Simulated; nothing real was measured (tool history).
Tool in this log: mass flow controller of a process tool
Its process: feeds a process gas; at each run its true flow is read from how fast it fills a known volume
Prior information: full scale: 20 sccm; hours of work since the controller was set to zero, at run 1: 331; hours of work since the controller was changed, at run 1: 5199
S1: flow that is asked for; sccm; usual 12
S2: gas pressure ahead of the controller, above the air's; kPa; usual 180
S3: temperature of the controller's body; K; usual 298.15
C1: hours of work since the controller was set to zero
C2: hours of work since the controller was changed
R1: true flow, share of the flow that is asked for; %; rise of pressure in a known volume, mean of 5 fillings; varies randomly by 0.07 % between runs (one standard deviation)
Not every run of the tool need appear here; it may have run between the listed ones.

run 1 hour=0.0 | S1=12 S2=180 S3=298.15 | C1=331 C2=5199 | R1=99.35
run 2 hour=242.0 | S1=12 S2=180 S3=298.15 | C1=471 C2=5338 | R1=99.25
run 3 hour=363.5 | S1=12 S2=180 S3=298.15 | C1=541 C2=5409 | R1=99.41
run 4 hour=626.2 | S1=12 S2=180 S3=298.15 | C1=693 C2=5560 | R1=99.30
run 5 hour=837.9 | S1=12 S2=180 S3=298.15 | C1=815 C2=5683 | R1=99.36
run 6 hour=997.4 | S1=2 S2=180 S3=298.15 | C1=907 C2=5775 | R1=98.36
run 7 hour=1226.7 | S1=2 S2=180 S3=298.15 | C1=1040 C2=5907 | R1=98.38
run 8 hour=1449.1 | S1=12 S2=209 S3=298.15 | C1=1168 C2=6036 | R1=99.31
run 9 hour=1668.2 | S1=12 S2=209 S3=298.15 | C1=1295 C2=6162 | R1=99.16
run 10 hour=1830.1 | S1=12 S2=180 S3=298.15 | C1=1388 C2=6256 | R1=99.42
run 11 hour=2106.8 | S1=12 S2=180 S3=298.15 | C1=1548 C2=6416 | R1=99.45
run 12 hour=2276.9 | S1=12 S2=180 S3=298.15 | C1=1647 C2=6514 | R1=99.32
run 13 hour=2481.2 | S1=12 S2=180 S3=311.15 | C1=1765 C2=6632 | R1=99.93
run 14 hour=2669.6 | S1=12 S2=180 S3=311.15 | C1=1873 C2=6741 | R1=99.97
run 15 hour=2866.4 | S1=6 S2=180 S3=298.15 | C1=1987 C2=6854 | R1=98.76
run 16 hour=2986.0 | S1=6 S2=180 S3=298.15 | C1=2056 C2=6924 | R1=98.60
run 17 hour=3137.9 | S1=6 S2=180 S3=298.15 | C1=2144 C2=7011 | R1=98.73
run 18 hour=3366.3 | S1=12 S2=180 S3=296.15 | C1=2276 C2=7143 | R1=99.28
run 19 hour=3581.8 | S1=12 S2=180 S3=296.15 | C1=2400 C2=7268 | R1=99.26
run 20 hour=3791.9 | S1=12 S2=180 S3=296.15 | C1=2522 C2=7389 | R1=99.16
run 21 hour=3946.7 | S1=12 S2=180 S3=296.15 | C1=2611 C2=7478 | R1=99.21
run 22 hour=4118.5 | S1=3 S2=145 S3=303.15 | C1=2710 C2=7578 | R1=98.97
run 23 hour=4356.6 | S1=3 S2=145 S3=303.15 | C1=2848 C2=7715 | R1=98.91
run 24 hour=4472.0 | S1=3 S2=145 S3=303.15 | C1=2915 C2=7782 | R1=98.81
run 25 hour=4633.5 | S1=3 S2=145 S3=303.15 | C1=3008 C2=7875 | R1=98.84
run 26 hour=4756.3 | S1=7 S2=209 S3=309.15 | C1=3079 C2=7946 | R1=99.27
run 27 hour=4911.5 | S1=12 S2=241 S3=294.15 | C1=3169 C2=8036 | R1=98.87
-- hour=5031.6 controller exchanged for a calibrated one
run 28 hour=5031.6 | S1=12 S2=241 S3=294.15 | C1=0 C2=0 | R1=98.85
run 29 hour=5291.1 | S1=6 S2=146 S3=298.15 | C1=150 C2=150 | R1=98.92
run 30 hour=5553.2 | S1=6 S2=146 S3=298.15 | C1=301 C2=301 | R1=98.99
run 31 hour=5772.7 | S1=2 S2=207 S3=303.15 | C1=428 C2=428 | R1=98.38
run 32 hour=5921.3 | S1=2 S2=177 S3=293.15 | C1=514 C2=514 | R1=98.03
run 33 hour=6143.6 | S1=13 S2=168 S3=296.15 | C1=642 C2=642 | R1=99.45
run 34 hour=6377.8 | S1=13 S2=168 S3=296.15 | C1=778 C2=778 | R1=99.40
run 35 hour=6506.2 | S1=13 S2=168 S3=296.15 | C1=852 C2=852 | R1=99.27
run 36 hour=6690.3 | S1=12 S2=180 S3=302.15 | C1=958 C2=958 | R1=99.50
run 37 hour=6833.0 | S1=4 S2=180 S3=298.15 | C1=1041 C2=1041 | R1=98.52

Consider 5 possible next runs. They are alternatives, not a sequence: every one starts from the tool as it was left by run 37. What does each give?
run A hour=7017.5 | S1=2 S2=241 S3=308.15 | C1=1147 C2=1147 | R1=?
run B hour=7017.5 | S1=12 S2=180 S3=305.15 | C1=1147 C2=1147 | R1=?
run C hour=7017.5 | S1=4 S2=254 S3=298.15 | C1=1147 C2=1147 | R1=?
run D hour=7017.5 | S1=2 S2=229 S3=294.15 | C1=1147 C2=1147 | R1=?
run E hour=7017.5 | S1=12 S2=153 S3=309.15 | C1=1147 C2=1147 | R1=?

run=A R1=98.67
run=B R1=99.72
run=C R1=98.07
run=D R1=98.04
run=E R1=100.05
What these runs would have given with no unlogged condition in the tool:
run=A R1=98.65
run=B R1=99.72
run=C R1=98.06
run=D R1=98.02
run=E R1=100.04

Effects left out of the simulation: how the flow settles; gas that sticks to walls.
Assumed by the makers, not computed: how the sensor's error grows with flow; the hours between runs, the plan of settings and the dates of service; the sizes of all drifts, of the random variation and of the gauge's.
